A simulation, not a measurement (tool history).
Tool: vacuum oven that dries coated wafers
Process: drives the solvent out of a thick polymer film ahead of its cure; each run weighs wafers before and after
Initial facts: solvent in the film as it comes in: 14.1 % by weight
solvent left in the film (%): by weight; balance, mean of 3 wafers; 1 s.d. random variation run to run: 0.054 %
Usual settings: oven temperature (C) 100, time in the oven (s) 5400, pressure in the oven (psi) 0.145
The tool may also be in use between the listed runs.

{"run": 1, "hour": 0.0, "oven temperature (C)": 100, "time in the oven (s)": 5400, "pressure in the oven (psi)": 0.145, "solvent left in the film (%)": 2.24}
{"run": 2, "hour": 9.4, "oven temperature (C)": 101, "time in the oven (s)": 5400, "pressure in the oven (psi)": 0.145, "solvent left in the film (%)": 1.94}
{"run": 3, "hour": 29.2, "oven temperature (C)": 101, "time in the oven (s)": 5400, "pressure in the oven (psi)": 0.145, "solvent left in the film (%)": 1.95}
{"run": 4, "hour": 40.7, "oven temperature (C)": 86, "time in the oven (s)": 5400, "pressure in the oven (psi)": 0.145, "solvent left in the film (%)": 6.16}
{"run": 5, "hour": 57.0, "oven temperature (C)": 86, "time in the oven (s)": 5400, "pressure in the oven (psi)": 0.145, "solvent left in the film (%)": 6.19}
{"run": 6, "hour": 74.8, "oven temperature (C)": 109, "time in the oven (s)": 5400, "pressure in the oven (psi)": 0.145, "solvent left in the film (%)": 0.69}
{"run": 7, "hour": 87.2, "oven temperature (C)": 100, "time in the oven (s)": 5400, "pressure in the oven (psi)": 0.145, "solvent left in the film (%)": 2.24}
{"run": 8, "hour": 97.6, "oven temperature (C)": 95, "time in the oven (s)": 3540, "pressure in the oven (psi)": 0.145, "solvent left in the film (%)": 5.09}
{"run": 9, "hour": 117.8, "oven temperature (C)": 92, "time in the oven (s)": 4080, "pressure in the oven (psi)": 0.218, "solvent left in the film (%)": 5.51}
{"run": 10, "hour": 135.1, "oven temperature (C)": 106, "time in the oven (s)": 7800, "pressure in the oven (psi)": 0.148, "solvent left in the film (%)": 0.53}
{"run": 11, "hour": 152.2, "oven temperature (C)": 108, "time in the oven (s)": 6600, "pressure in the oven (psi)": 0.454, "solvent left in the film (%)": 1.25}
{"run": 12, "hour": 167.3, "oven temperature (C)": 108, "time in the oven (s)": 6600, "pressure in the oven (psi)": 0.454, "solvent left in the film (%)": 1.3}
{"run": 13, "hour": 189.3, "oven temperature (C)": 108, "time in the oven (s)": 3180, "pressure in the oven (psi)": 0.454, "solvent left in the film (%)": 2.74}

Here are 4 independent what-if runs from the current tool condition. What would each one return?
{"run": "A", "hour": 211.0, "oven temperature (C)": 95, "time in the oven (s)": 9300, "pressure in the oven (psi)": 0.454, "solvent left in the film (%)": "?"}
{"run": "B", "hour": 211.0, "oven temperature (C)": 93, "time in the oven (s)": 4020, "pressure in the oven (psi)": 0.171, "solvent left in the film (%)": "?"}
{"run": "C", "hour": 211.0, "oven temperature (C)": 108, "time in the oven (s)": 8160, "pressure in the oven (psi)": 0.454, "solvent left in the film (%)": "?"}
{"run": "D", "hour": 211.0, "oven temperature (C)": 93, "time in the oven (s)": 3660, "pressure in the oven (psi)": 0.164, "solvent left in the film (%)": "?"}

run=A solvent_left_in_the_film_(%)=2.73
run=B solvent_left_in_the_film_(%)=5.13
run=C solvent_left_in_the_film_(%)=1.16
run=D solvent_left_in_the_film_(%)=5.73
Without the tool's hidden state the same runs would have given:
run=A solvent_left_in_the_film_(%)=2.53
run=B solvent_left_in_the_film_(%)=4.87
run=C solvent_left_in_the_film_(%)=1.09
run=D solvent_left_in_the_film_(%)=5.47

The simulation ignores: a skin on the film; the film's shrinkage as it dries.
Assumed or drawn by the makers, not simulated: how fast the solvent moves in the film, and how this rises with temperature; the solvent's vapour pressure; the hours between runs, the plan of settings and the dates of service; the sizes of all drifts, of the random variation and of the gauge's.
